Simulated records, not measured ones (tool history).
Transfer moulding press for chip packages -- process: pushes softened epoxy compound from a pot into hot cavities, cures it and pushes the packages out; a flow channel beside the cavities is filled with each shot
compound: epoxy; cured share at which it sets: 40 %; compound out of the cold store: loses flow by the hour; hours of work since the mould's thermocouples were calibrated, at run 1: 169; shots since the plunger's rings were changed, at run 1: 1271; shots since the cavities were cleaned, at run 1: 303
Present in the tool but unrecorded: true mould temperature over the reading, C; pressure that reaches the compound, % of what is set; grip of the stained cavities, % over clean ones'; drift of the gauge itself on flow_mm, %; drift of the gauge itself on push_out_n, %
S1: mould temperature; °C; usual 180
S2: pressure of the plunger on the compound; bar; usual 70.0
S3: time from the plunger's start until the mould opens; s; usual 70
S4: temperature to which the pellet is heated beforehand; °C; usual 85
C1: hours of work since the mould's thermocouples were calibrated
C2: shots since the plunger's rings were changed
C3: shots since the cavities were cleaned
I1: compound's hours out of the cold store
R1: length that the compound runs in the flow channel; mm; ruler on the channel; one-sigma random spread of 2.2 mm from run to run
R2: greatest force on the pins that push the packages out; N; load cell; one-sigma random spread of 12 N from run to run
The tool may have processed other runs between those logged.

Run 1, hour 0.0: usual settings; C1 169; C2 1271; C3 303; I1 20.0. Result: R1 665 mm, R2 764 N.
At hour 12.3: cavities cleaned with cleaning compound and waxed.
Run 2, hour 16.5: usual settings; C1 180; C2 1542; C3 75; I1 17.0. Result: R1 663 mm, R2 617 N.
Run 3, hour 38.0: usual settings; C1 195; C2 1932; C3 465; I1 34.4. Result: R1 635 mm, R2 817 N.
At hour 41.4: cavities cleaned with cleaning compound and waxed.
Run 4, hour 62.3: usual settings but S1 181 °C; C1 210; C2 2345; C3 379; I1 24.3. Result: R1 645 mm, R2 710 N.
At hour 71.2: cavities cleaned with cleaning compound and waxed.
Run 5, hour 93.6: usual settings but S1 181 °C; C1 231; C2 2885; C3 405; I1 11.7. Result: R1 661 mm, R2 755 N.
At hour 100.9: cavities cleaned with cleaning compound and waxed.
Run 6, hour 123.4: usual settings but S1 181 °C; C1 251; C2 3397; C3 407; I1 15.4. Result: R1 650 mm, R2 738 N.
At hour 130.7: cavities cleaned with cleaning compound and waxed.
At hour 142.1: plunger's sealing rings changed.
Run 7, hour 155.9: usual settings but S1 181 °C; C1 270; C2 250; C3 411; I1 9.6. Result: R1 681 mm, R2 749 N.
At hour 161.7: cavities cleaned with cleaning compound and waxed.
Run 8, hour 173.1: usual settings; C1 281; C2 534; C3 206; I1 32.3. Result: R1 648 mm, R2 656 N.
At hour 190.7: cavities cleaned with cleaning compound and waxed.
Run 9, hour 201.5: usual settings; C1 300; C2 1022; C3 196; I1 40.6. Result: R1 632 mm, R2 654 N.
At hour 219.6: cavities cleaned with cleaning compound and waxed.
Run 10, hour 230.9: usual settings; C1 319; C2 1526; C3 205; I1 22.6. Result: R1 653 mm, R2 637 N.
At hour 248.8: cavities cleaned with cleaning compound and waxed.
Run 11, hour 261.7: usual settings but S4 95 °C; C1 340; C2 2057; C3 234; I1 12.6. Result: R1 669 mm, R2 647 N.
At hour 278.0: cavities cleaned with cleaning compound and waxed.
Run 12, hour 284.5: usual settings but S4 95 °C; C1 354; C2 2443; C3 119; I1 40.9. Result: R1 618 mm, R2 579 N.
Run 13, hour 299.4: usual settings but S3 57 s, S4 95 °C; C1 365; C2 2712; C3 388; I1 37.1. Result: R1 622 mm, R2 1283 N.
At hour 306.5: cavities cleaned with cleaning compound and waxed.
Run 14, hour 329.6: usual settings but S1 182 °C, S2 62.5 bar, S3 103 s, S4 95 °C; C1 385; C2 3232; C3 418; I1 36.5. Result: R1 580 mm, R2 406 N.
At hour 335.9: cavities cleaned with cleaning compound and waxed.
At hour 359.2: plunger's sealing rings changed.
Run 15, hour 364.7: usual settings but S2 60.2 bar, S3 53 s, S4 77 °C; C1 406; C2 100; C3 476; I1 36.3. Result: R1 595 mm, R2 1635 N.
At hour 369.1: cavities cleaned with cleaning compound and waxed.
Run 16, hour 389.7: usual settings but S2 77.4 bar, S3 53 s, S4 91 °C; C1 422; C2 525; C3 372; I1 38.6. Result: R1 671 mm, R2 1426 N.
At hour 397.6: cavities cleaned with cleaning compound and waxed.
Run 17, hour 411.1: usual settings but S2 77.4 bar, S3 53 s, S4 91 °C; C1 436; C2 886; C3 244; I1 30.9. Result: R1 680 mm, R2 1310 N.
At hour 427.0: cavities cleaned with cleaning compound and waxed.
Run 18, hour 438.3: usual settings but S1 173 °C, S2 83.9 bar, S3 81 s, S4 88 °C; C1 454; C2 1351; C3 204; I1 45.7. Result: R1 695 mm, R2 716 N.
At hour 456.7: cavities cleaned with cleaning compound and waxed.
Run 19, hour 461.7: usual settings but S1 172 °C, S2 83.9 bar, S3 51 s, S4 88 °C; C1 469; C2 1748; C3 90; I1 19.9. Result: R1 739 mm, R2 1649 N.
At hour 485.5: cavities cleaned with cleaning compound and waxed.
Run 20, hour 498.3: usual settings but S1 174 °C, S2 79.1 bar, S3 62 s, S4 93 °C; C1 494; C2 2384; C3 231; I1 13.0. Result: R1 724 mm, R2 1322 N.
At hour 514.7: cavities cleaned with cleaning compound and waxed.
Run 21, hour 521.2: usual settings but S1 174 °C, S2 79.1 bar, S3 62 s, S4 93 °C; C1 508; C2 2771; C3 117; I1 13.6. Result: R1 716 mm, R2 1220 N.
At hour 545.1: cavities cleaned with cleaning compound and waxed.
Run 22, hour 555.9: usual settings but S2 74.8 bar, S3 59 s; C1 532; C2 3373; C3 196; I1 35.4. Result: R1 642 mm, R2 1026 N.
At hour 575.2: plunger's sealing rings changed.
At hour 576.7: cavities cleaned with cleaning compound and waxed.
Run 23, hour 590.6: usual settings but S2 74.8 bar, S3 59 s; C1 553; C2 252; C3 252; I1 18.7. Result: R1 695 mm, R2 1116 N.
At hour 607.0: cavities cleaned with cleaning compound and waxed.
Run 24, hour 608.0: usual settings but S1 176 °C, S3 50 s, S4 84 °C; C1 564; C2 540; C3 18; I1 47.4. Result: R1 627 mm, R2 1317 N.
Run 25, hour 623.8: usual settings but S1 176 °C, S2 85.6 bar, S3 100 s, S4 86 °C; C1 575; C2 827; C3 305; I1 14.9. Result: R1 757 mm, R2 449 N.

Predict each of these 5 candidate next runs independently; none follows another, all start after run 25:
At hour 635.7: cavities cleaned with cleaning compound and waxed.
Run A, hour 641.9: usual settings but S3 55 s; C1 586; C2 1126; C3 112; I1 33.7. Result: R1 ?, R2 ?.
At hour 635.7: cavities cleaned with cleaning compound and waxed.
Run B, hour 641.9: usual settings but S1 186 °C, S4 87 °C; C1 586; C2 1126; C3 112; I1 30.2. Result: R1 ?, R2 ?.
At hour 635.7: cavities cleaned with cleaning compound and waxed.
Run C, hour 641.9: usual settings but S1 176 °C, S2 53.3 bar, S3 100 s, S4 78 °C; C1 586; C2 1126; C3 112; I1 31.7. Result: R1 ?, R2 ?.
At hour 635.7: cavities cleaned with cleaning compound and waxed.
Run D, hour 641.9: usual settings but S1 176 °C, S2 77.6 bar, S3 100 s, S4 86 °C; C1 586; C2 1126; C3 112; I1 40.7. Result: R1 ?, R2 ?.
At hour 635.7: cavities cleaned with cleaning compound and waxed.
Run E, hour 641.9: usual settings but S1 183 °C, S2 65.9 bar, S3 100 s, S4 81 °C; C1 586; C2 1126; C3 112; I1 34.5. Result: R1 ?, R2 ?.

run   R1    R2
  A  641  1121
  B  633   405
  C  569   402
  D  672   378
  E  612   343
With no hidden state in the tool, these same runs would have given:
run   R1    R2
  A  651  1013
  B  643   363
  C  579   357
  D  683   334
  E  622   293
